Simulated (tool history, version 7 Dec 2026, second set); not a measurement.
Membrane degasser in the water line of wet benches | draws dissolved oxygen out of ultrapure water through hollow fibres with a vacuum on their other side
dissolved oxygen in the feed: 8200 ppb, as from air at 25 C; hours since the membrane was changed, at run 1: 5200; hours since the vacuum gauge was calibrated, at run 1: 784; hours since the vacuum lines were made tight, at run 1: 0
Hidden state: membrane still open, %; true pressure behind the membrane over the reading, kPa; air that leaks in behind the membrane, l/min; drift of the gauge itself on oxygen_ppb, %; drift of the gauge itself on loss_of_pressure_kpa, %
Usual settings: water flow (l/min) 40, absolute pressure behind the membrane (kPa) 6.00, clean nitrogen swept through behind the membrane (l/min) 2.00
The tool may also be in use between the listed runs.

| run | day | water flow (l/min) | absolute pressure behind the membrane (kPa) | clean nitrogen swept through behind the membrane (l/min) | hours since the membrane was changed | hours since the vacuum gauge was calibrated | hours since the vacuum lines were made tight | dissolved oxygen in the water behind the degasser (ppb) | pressure that the water loses in the fibres (kPa) |
|---|---|---|---|---|---|---|---|---|---|
| 1 | 0.000 | 40 | 6.00 | 2.00 | 5200 | 784 | 0 | 141.5 | 31.27 |
| 2 | 3.379 | 40 | 6.00 | 2.00 | 5281 | 865 | 81 | 139.8 | 31.39 |
| 3 | 10.346 | 40 | 6.00 | 1.59 | 5448 | 1032 | 248 | 170.1 | 31.46 |
| 4 | 17.300 | 40 | 6.00 | 1.59 | 5615 | 1199 | 415 | 170.5 | 31.33 |
| 5 | 23.800 | 40 | 6.00 | 1.59 | 5771 | 1355 | 571 | 168.4 | 31.30 |
| 6 | 28.608 | 40 | 6.00 | 3.96 | 5887 | 1471 | 687 | 86.2 | 30.92 |
| 7 | 33.967 | 52 | 6.00 | 2.00 | 6015 | 1599 | 815 | 207.0 | 40.71 |
| 8 | 39.079 | 52 | 6.00 | 2.00 | 6138 | 1722 | 938 | 204.7 | 40.07 |
| 9 | 46.192 | 52 | 6.00 | 2.00 | 6309 | 1893 | 1109 | 202.9 | 40.36 |
| 10 | 52.908 | 52 | 6.00 | 2.00 | 6470 | 2054 | 1270 | 205.6 | 40.39 |
| 11 | 59.200 | 52 | 6.00 | 2.00 | 6621 | 2205 | 1421 | 204.1 | 39.93 |
| 12 | 64.842 | 45 | 6.00 | 2.00 | 6756 | 2340 | 1556 | 166.2 | 34.52 |
| 13 | 69.400 | 53 | 6.00 | 3.60 | 6866 | 2450 | 1666 | 146.1 | 41.01 |
| 14 | 75.992 | 40 | 10.84 | 1.13 | 7024 | 2608 | 1824 | 549.0 | 30.47 |
| 15 | 79.446 | 37 | 6.10 | 1.14 | 7107 | 2691 | 1907 | 204.3 | 28.26 |
| 16 | 84.438 | 37 | 6.10 | 1.14 | 7227 | 2811 | 2027 | 207.9 | 28.49 |
|  | 84.962 | gauge calibrated |
| 17 | 88.525 | 37 | 6.10 | 1.14 | 7325 | 2909 | 2125 | 203.1 | 28.79 |
| 18 | 92.717 | 37 | 6.10 | 1.14 | 7425 | 3009 | 2225 | 205.3 | 29.04 |
| 19 | 97.996 | 31 | 13.41 | 1.62 | 7552 | 3136 | 2352 | 422.1 | 24.57 |
| 20 | 102.442 | 27 | 7.76 | 0.98 | 7659 | 3243 | 2459 | 264.1 | 21.15 |
| 21 | 106.129 | 55 | 4.61 | 0.98 | 7747 | 3331 | 2547 | 199.8 | 42.80 |

Hidden state at the last listed run before each entry between runs and at the first one after, where it differs:
Between runs 16 and 17: gauge calibrated (day 84.962)
  drift of the gauge itself on loss_of_pressure_kpa, %: -2.98 -> -0.13
  measured less the result without the state, pressure that the water loses in the fibres (kPa): -0.85 -> -0.02
